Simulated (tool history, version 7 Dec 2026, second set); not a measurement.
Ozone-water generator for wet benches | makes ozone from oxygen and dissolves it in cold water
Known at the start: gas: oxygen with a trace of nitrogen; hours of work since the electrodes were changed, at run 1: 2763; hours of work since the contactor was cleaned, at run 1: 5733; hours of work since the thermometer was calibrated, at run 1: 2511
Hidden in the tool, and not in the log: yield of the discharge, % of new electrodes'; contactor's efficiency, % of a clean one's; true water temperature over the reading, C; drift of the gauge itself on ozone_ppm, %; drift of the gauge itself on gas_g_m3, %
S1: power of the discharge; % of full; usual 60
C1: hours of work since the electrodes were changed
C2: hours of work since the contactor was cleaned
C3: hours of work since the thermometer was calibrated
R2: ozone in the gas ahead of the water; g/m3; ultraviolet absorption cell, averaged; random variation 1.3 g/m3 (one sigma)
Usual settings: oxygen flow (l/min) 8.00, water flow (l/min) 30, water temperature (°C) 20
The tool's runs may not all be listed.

{"run": 1, "hour": 0.0, "S1": 60, "oxygen flow (l/min)": 8.0, "water flow (l/min)": 30, "water temperature (°C)": 20, "C1": 2763, "C2": 5733, "C3": 2511, "dissolved ozone (ppm)": 20.2, "R2": 223.3}
{"run": 2, "hour": 60.8, "S1": 60, "oxygen flow (l/min)": 8.0, "water flow (l/min)": 30, "water temperature (°C)": 20, "C1": 2805, "C2": 5776, "C3": 2554, "dissolved ozone (ppm)": 19.9, "R2": 222.1}
{"run": 3, "hour": 157.2, "S1": 60, "oxygen flow (l/min)": 8.0, "water flow (l/min)": 30, "water temperature (°C)": 20, "C1": 2873, "C2": 5844, "C3": 2622, "dissolved ozone (ppm)": 19.7, "R2": 219.8}
{"hour": 264.9, "done": "water thermometer calibrated"}
{"run": 4, "hour": 269.9, "S1": 60, "oxygen flow (l/min)": 8.0, "water flow (l/min)": 30, "water temperature (°C)": 20, "C1": 2953, "C2": 5923, "C3": 4, "dissolved ozone (ppm)": 19.8, "R2": 220.9}
{"run": 5, "hour": 360.8, "S1": 60, "oxygen flow (l/min)": 8.0, "water flow (l/min)": 30, "water temperature (°C)": 20, "C1": 3017, "C2": 5987, "C3": 68, "dissolved ozone (ppm)": 20.0, "R2": 222.6}
{"run": 6, "hour": 409.1, "S1": 60, "oxygen flow (l/min)": 8.0, "water flow (l/min)": 30, "water temperature (°C)": 20, "C1": 3051, "C2": 6021, "C3": 102, "dissolved ozone (ppm)": 19.7, "R2": 221.3}
{"run": 7, "hour": 475.1, "S1": 60, "oxygen flow (l/min)": 10.61, "water flow (l/min)": 30, "water temperature (°C)": 20, "C1": 3097, "C2": 6067, "C3": 148, "dissolved ozone (ppm)": 19.1, "R2": 186.8}
{"run": 8, "hour": 538.4, "S1": 60, "oxygen flow (l/min)": 13.95, "water flow (l/min)": 30, "water temperature (°C)": 20, "C1": 3142, "C2": 6112, "C3": 193, "dissolved ozone (ppm)": 18.5, "R2": 159.6}
{"run": 9, "hour": 619.5, "S1": 60, "oxygen flow (l/min)": 13.95, "water flow (l/min)": 30, "water temperature (°C)": 20, "C1": 3199, "C2": 6169, "C3": 250, "dissolved ozone (ppm)": 18.5, "R2": 159.5}
{"run": 10, "hour": 703.0, "S1": 60, "oxygen flow (l/min)": 13.95, "water flow (l/min)": 30, "water temperature (°C)": 20, "C1": 3258, "C2": 6228, "C3": 309, "dissolved ozone (ppm)": 18.1, "R2": 160.7}
{"run": 11, "hour": 791.3, "S1": 66, "oxygen flow (l/min)": 8.0, "water flow (l/min)": 30, "water temperature (°C)": 20, "C1": 3320, "C2": 6290, "C3": 371, "dissolved ozone (ppm)": 21.3, "R2": 238.6}
{"run": 12, "hour": 897.4, "S1": 66, "oxygen flow (l/min)": 8.0, "water flow (l/min)": 30, "water temperature (°C)": 20, "C1": 3395, "C2": 6365, "C3": 446, "dissolved ozone (ppm)": 21.1, "R2": 239.4}
{"run": 13, "hour": 1000.2, "S1": 66, "oxygen flow (l/min)": 8.0, "water flow (l/min)": 19, "water temperature (°C)": 20, "C1": 3467, "C2": 6437, "C3": 518, "dissolved ozone (ppm)": 28.9, "R2": 240.0}
{"run": 14, "hour": 1067.4, "S1": 66, "oxygen flow (l/min)": 8.0, "water flow (l/min)": 19, "water temperature (°C)": 20, "C1": 3515, "C2": 6485, "C3": 566, "dissolved ozone (ppm)": 28.9, "R2": 235.7}
{"run": 15, "hour": 1155.1, "S1": 66, "oxygen flow (l/min)": 8.0, "water flow (l/min)": 19, "water temperature (°C)": 20, "C1": 3577, "C2": 6547, "C3": 628, "dissolved ozone (ppm)": 28.7, "R2": 236.7}
{"run": 16, "hour": 1223.8, "S1": 66, "oxygen flow (l/min)": 8.0, "water flow (l/min)": 19, "water temperature (°C)": 20, "C1": 3625, "C2": 6595, "C3": 676, "dissolved ozone (ppm)": 28.7, "R2": 236.2}
{"run": 17, "hour": 1314.8, "S1": 60, "oxygen flow (l/min)": 8.0, "water flow (l/min)": 30, "water temperature (°C)": 15, "C1": 3689, "C2": 6659, "C3": 740, "dissolved ozone (ppm)": 21.1, "R2": 220.3}
{"run": 18, "hour": 1402.1, "S1": 60, "oxygen flow (l/min)": 6.22, "water flow (l/min)": 30, "water temperature (°C)": 18, "C1": 3751, "C2": 6721, "C3": 802, "dissolved ozone (ppm)": 20.0, "R2": 257.6}
{"run": 19, "hour": 1507.5, "S1": 54, "oxygen flow (l/min)": 6.22, "water flow (l/min)": 38, "water temperature (°C)": 19, "C1": 3825, "C2": 6795, "C3": 876, "dissolved ozone (ppm)": 15.0, "R2": 236.9}
{"run": 20, "hour": 1613.1, "S1": 60, "oxygen flow (l/min)": 9.05, "water flow (l/min)": 37, "water temperature (°C)": 14, "C1": 3900, "C2": 6870, "C3": 951, "dissolved ozone (ppm)": 17.4, "R2": 201.8}
{"run": 21, "hour": 1674.9, "S1": 96, "oxygen flow (l/min)": 8.0, "water flow (l/min)": 30, "water temperature (°C)": 12, "C1": 3943, "C2": 6913, "C3": 994, "dissolved ozone (ppm)": 31.4, "R2": 315.3}
{"run": 22, "hour": 1764.7, "S1": 96, "oxygen flow (l/min)": 8.0, "water flow (l/min)": 30, "water temperature (°C)": 12, "C1": 4006, "C2": 6976, "C3": 1057, "dissolved ozone (ppm)": 31.1, "R2": 315.2}
{"run": 23, "hour": 1870.8, "S1": 96, "oxygen flow (l/min)": 8.0, "water flow (l/min)": 30, "water temperature (°C)": 12, "C1": 4081, "C2": 7051, "C3": 1132, "dissolved ozone (ppm)": 31.0, "R2": 313.8}
{"run": 24, "hour": 1941.5, "S1": 96, "oxygen flow (l/min)": 8.0, "water flow (l/min)": 30, "water temperature (°C)": 12, "C1": 4131, "C2": 7101, "C3": 1182, "dissolved ozone (ppm)": 31.2, "R2": 314.1}
{"run": 25, "hour": 2024.4, "S1": 96, "oxygen flow (l/min)": 6.73, "water flow (l/min)": 30, "water temperature (°C)": 18, "C1": 4190, "C2": 7160, "C3": 1241, "dissolved ozone (ppm)": 28.4, "R2": 349.2}
{"run": 26, "hour": 2115.1, "S1": 96, "oxygen flow (l/min)": 6.73, "water flow (l/min)": 30, "water temperature (°C)": 18, "C1": 4254, "C2": 7224, "C3": 1305, "dissolved ozone (ppm)": 28.5, "R2": 345.5}
{"run": 27, "hour": 2190.0, "S1": 96, "oxygen flow (l/min)": 6.73, "water flow (l/min)": 30, "water temperature (°C)": 18, "C1": 4306, "C2": 7276, "C3": 1357, "dissolved ozone (ppm)": 28.7, "R2": 348.3}
{"run": 28, "hour": 2244.2, "S1": 96, "oxygen flow (l/min)": 6.73, "water flow (l/min)": 30, "water temperature (°C)": 18, "C1": 4344, "C2": 7315, "C3": 1395, "dissolved ozone (ppm)": 28.6, "R2": 349.7}
{"run": 29, "hour": 2337.9, "S1": 87, "oxygen flow (l/min)": 9.48, "water flow (l/min)": 31, "water temperature (°C)": 20, "C1": 4411, "C2": 7381, "C3": 1462, "dissolved ozone (ppm)": 24.7, "R2": 264.7}
{"run": 30, "hour": 2415.6, "S1": 87, "oxygen flow (l/min)": 9.48, "water flow (l/min)": 31, "water temperature (°C)": 20, "C1": 4465, "C2": 7435, "C3": 1516, "dissolved ozone (ppm)": 24.6, "R2": 261.7}
{"run": 31, "hour": 2523.9, "S1": 60, "oxygen flow (l/min)": 6.64, "water flow (l/min)": 39, "water temperature (°C)": 20, "C1": 4542, "C2": 7512, "C3": 1593, "dissolved ozone (ppm)": 15.3, "R2": 244.0}
{"run": 32, "hour": 2596.1, "S1": 65, "oxygen flow (l/min)": 5.53, "water flow (l/min)": 27, "water temperature (°C)": 16, "C1": 4593, "C2": 7563, "C3": 1644, "dissolved ozone (ppm)": 23.5, "R2": 285.6}

Forecast each of these 5 alternatives for the next run:
{"run": "A", "hour": 2675.5, "S1": 54, "oxygen flow (l/min)": 5.46, "water flow (l/min)": 30, "water temperature (°C)": 21, "C1": 4649, "C2": 7619, "C3": 1700, "dissolved ozone (ppm)": "?", "R2": "?"}
{"run": "B", "hour": 2675.5, "S1": 60, "oxygen flow (l/min)": 11.1, "water flow (l/min)": 44, "water temperature (°C)": 15, "C1": 4649, "C2": 7619, "C3": 1700, "dissolved ozone (ppm)": "?", "R2": "?"}
{"run": "C", "hour": 2675.5, "S1": 60, "oxygen flow (l/min)": 10.45, "water flow (l/min)": 22, "water temperature (°C)": 20, "C1": 4649, "C2": 7619, "C3": 1700, "dissolved ozone (ppm)": "?", "R2": "?"}
{"run": "D", "hour": 2675.5, "S1": 63, "oxygen flow (l/min)": 8.0, "water flow (l/min)": 47, "water temperature (°C)": 20, "C1": 4649, "C2": 7619, "C3": 1700, "dissolved ozone (ppm)": "?", "R2": "?"}
{"run": "E", "hour": 2675.5, "S1": 60, "oxygen flow (l/min)": 8.58, "water flow (l/min)": 30, "water temperature (°C)": 18, "C1": 4649, "C2": 7619, "C3": 1700, "dissolved ozone (ppm)": "?", "R2": "?"}

run=A dissolved_ozone_(ppm)=17.5 R2=252.1
run=B dissolved_ozone_(ppm)=15.0 R2=180.3
run=C dissolved_ozone_(ppm)=22.6 R2=187.1
run=D dissolved_ozone_(ppm)=13.4 R2=229.7
run=E dissolved_ozone_(ppm)=19.4 R2=210.4
Without the tool's hidden state the same runs would have given:
run=A dissolved_ozone_(ppm)=20.2 R2=265.3
run=B dissolved_ozone_(ppm)=17.5 R2=190.8
run=C dissolved_ozone_(ppm)=26.1 R2=197.9
run=D dissolved_ozone_(ppm)=15.7 R2=243.5
run=E dissolved_ozone_(ppm)=22.5 R2=222.6
